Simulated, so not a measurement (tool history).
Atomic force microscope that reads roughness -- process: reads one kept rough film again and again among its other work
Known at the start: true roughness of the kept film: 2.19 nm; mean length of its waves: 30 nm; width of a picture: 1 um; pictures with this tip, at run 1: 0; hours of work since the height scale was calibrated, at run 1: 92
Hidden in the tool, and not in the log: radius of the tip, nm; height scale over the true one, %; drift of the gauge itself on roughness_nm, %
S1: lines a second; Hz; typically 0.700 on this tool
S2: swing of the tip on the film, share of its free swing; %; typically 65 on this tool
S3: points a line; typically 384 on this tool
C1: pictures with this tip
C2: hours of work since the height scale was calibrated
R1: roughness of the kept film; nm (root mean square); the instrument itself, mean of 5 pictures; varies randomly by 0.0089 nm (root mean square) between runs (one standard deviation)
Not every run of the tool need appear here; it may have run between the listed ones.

run 1 day=0.000 | S1=0.700 S2=65 S3=384 | C1=0 C2=92 | R1=1.984
run 2 day=0.475 | S1=0.700 S2=65 S3=257 | C1=13 C2=98 | R1=1.990
run 3 day=0.788 | S1=0.700 S2=65 S3=257 | C1=21 C2=102 | R1=1.968
run 4 day=1.371 | S1=0.700 S2=65 S3=257 | C1=37 C2=110 | R1=1.973
run 5 day=1.742 | S1=0.700 S2=65 S3=257 | C1=47 C2=115 | R1=1.975
run 6 day=2.100 | S1=0.700 S2=65 S3=257 | C1=57 C2=120 | R1=1.966
run 7 day=2.379 | S1=0.700 S2=65 S3=257 | C1=65 C2=124 | R1=1.971
run 8 day=2.742 | S1=0.700 S2=65 S3=257 | C1=74 C2=129 | R1=1.976
run 9 day=3.008 | S1=1.164 S2=65 S3=257 | C1=82 C2=132 | R1=1.933
run 10 day=3.433 | S1=0.700 S2=81 S3=384 | C1=93 C2=138 | R1=1.912
run 11 day=4.046 | S1=0.700 S2=81 S3=384 | C1=110 C2=146 | R1=1.922
run 12 day=4.338 | S1=0.700 S2=74 S3=384 | C1=118 C2=150 | R1=1.937
run 13 day=4.733 | S1=0.700 S2=74 S3=384 | C1=128 C2=156 | R1=1.973
run 14 day=5.021 | S1=0.700 S2=74 S3=384 | C1=136 C2=160 | R1=1.940
run 15 day=5.638 | S1=0.700 S2=65 S3=384 | C1=153 C2=168 | R1=1.965
run 16 day=6.058 | S1=0.700 S2=65 S3=384 | C1=164 C2=174 | R1=1.989
run 17 day=6.388 | S1=0.700 S2=65 S3=384 | C1=173 C2=178 | R1=1.987
run 18 day=6.717 | S1=0.700 S2=65 S3=384 | C1=182 C2=183 | R1=1.976
run 19 day=7.092 | S1=3.232 S2=65 S3=384 | C1=192 C2=188 | R1=1.829
run 20 day=7.546 | S1=0.700 S2=82 S3=384 | C1=205 C2=194 | R1=1.900
run 21 day=8.146 | S1=0.700 S2=82 S3=384 | C1=221 C2=202 | R1=1.931
run 22 day=8.538 | S1=0.700 S2=82 S3=384 | C1=231 C2=207 | R1=1.917
run 23 day=9.108 | S1=0.700 S2=65 S3=384 | C1=247 C2=215 | R1=1.979
run 24 day=9.458 | S1=0.700 S2=68 S3=384 | C1=256 C2=220 | R1=1.970
run 25 day=9.754 | S1=0.700 S2=68 S3=384 | C1=264 C2=224 | R1=1.974
-- day=9.983 new tip fitted
run 26 day=10.229 | S1=0.700 S2=68 S3=384 | C1=7 C2=230 | R1=1.982
run 27 day=10.667 | S1=0.700 S2=68 S3=384 | C1=19 C2=236 | R1=1.981
run 28 day=10.958 | S1=0.700 S2=68 S3=384 | C1=27 C2=240 | R1=1.985
run 29 day=11.496 | S1=0.700 S2=65 S3=445 | C1=41 C2=247 | R1=1.995
run 30 day=11.825 | S1=0.700 S2=71 S3=752 | C1=50 C2=251 | R1=1.976
run 31 day=12.142 | S1=0.674 S2=64 S3=922 | C1=59 C2=256 | R1=2.013
run 32 day=12.467 | S1=0.674 S2=64 S3=922 | C1=67 C2=260 | R1=2.012
run 33 day=12.762 | S1=0.700 S2=68 S3=378 | C1=75 C2=264 | R1=1.978
run 34 day=13.150 | S1=0.917 S2=65 S3=384 | C1=86 C2=269 | R1=1.991
run 35 day=13.633 | S1=0.917 S2=65 S3=384 | C1=99 C2=276 | R1=1.948
run 36 day=14.150 | S1=1.501 S2=65 S3=421 | C1=113 C2=283 | R1=1.935
run 37 day=14.542 | S1=3.058 S2=64 S3=975 | C1=124 C2=288 | R1=1.873
run 38 day=15.067 | S1=3.058 S2=64 S3=975 | C1=138 C2=295 | R1=1.863
run 39 day=15.579 | S1=1.008 S2=65 S3=429 | C1=152 C2=302 | R1=1.944
run 40 day=15.842 | S1=1.008 S2=65 S3=429 | C1=159 C2=306 | R1=1.955
run 41 day=16.321 | S1=0.700 S2=88 S3=424 | C1=172 C2=312 | R1=1.904
run 42 day=16.771 | S1=0.939 S2=57 S3=581 | C1=184 C2=318 | R1=2.001
run 43 day=17.392 | S1=0.668 S2=63 S3=334 | C1=201 C2=327 | R1=1.992
run 44 day=17.996 | S1=0.700 S2=76 S3=518 | C1=217 C2=335 | R1=1.957
run 45 day=18.446 | S1=0.700 S2=68 S3=384 | C1=230 C2=341 | R1=1.982
run 46 day=18.962 | S1=3.894 S2=67 S3=585 | C1=244 C2=348 | R1=1.771
run 47 day=19.304 | S1=0.700 S2=80 S3=498 | C1=253 C2=353 | R1=1.934
run 48 day=19.638 | S1=0.655 S2=65 S3=439 | C1=262 C2=357 | R1=2.002
-- day=19.950 new tip fitted
run 49 day=20.138 | S1=0.655 S2=59 S3=438 | C1=5 C2=364 | R1=2.032
run 50 day=20.525 | S1=0.700 S2=65 S3=937 | C1=15 C2=369 | R1=2.014
run 51 day=20.858 | S1=0.953 S2=65 S3=331 | C1=24 C2=373 | R1=1.973
run 52 day=21.217 | S1=0.953 S2=62 S3=949 | C1=34 C2=378 | R1=2.005
run 53 day=21.767 | S1=1.121 S2=78 S3=800 | C1=49 C2=386 | R1=1.894

Describe how what the log doesn't record of the tool's condition differs between the last listed run preceding each entry between runs and the first listed run following it.
From run 25 to run 26: new tip fitted (day 9.983)
  radius of the tip, nm: 7.5 -> 7
  the result without the hidden state subtracted from the measured one, R1: -0.009 -> +0.000 nm (root mean square)
From run 48 to run 49: new tip fitted (day 19.950)
  radius of the tip, nm: 7.5 -> 7
  the result without the hidden state subtracted from the measured one, R1: -0.009 -> -0.001 nm (root mean square)
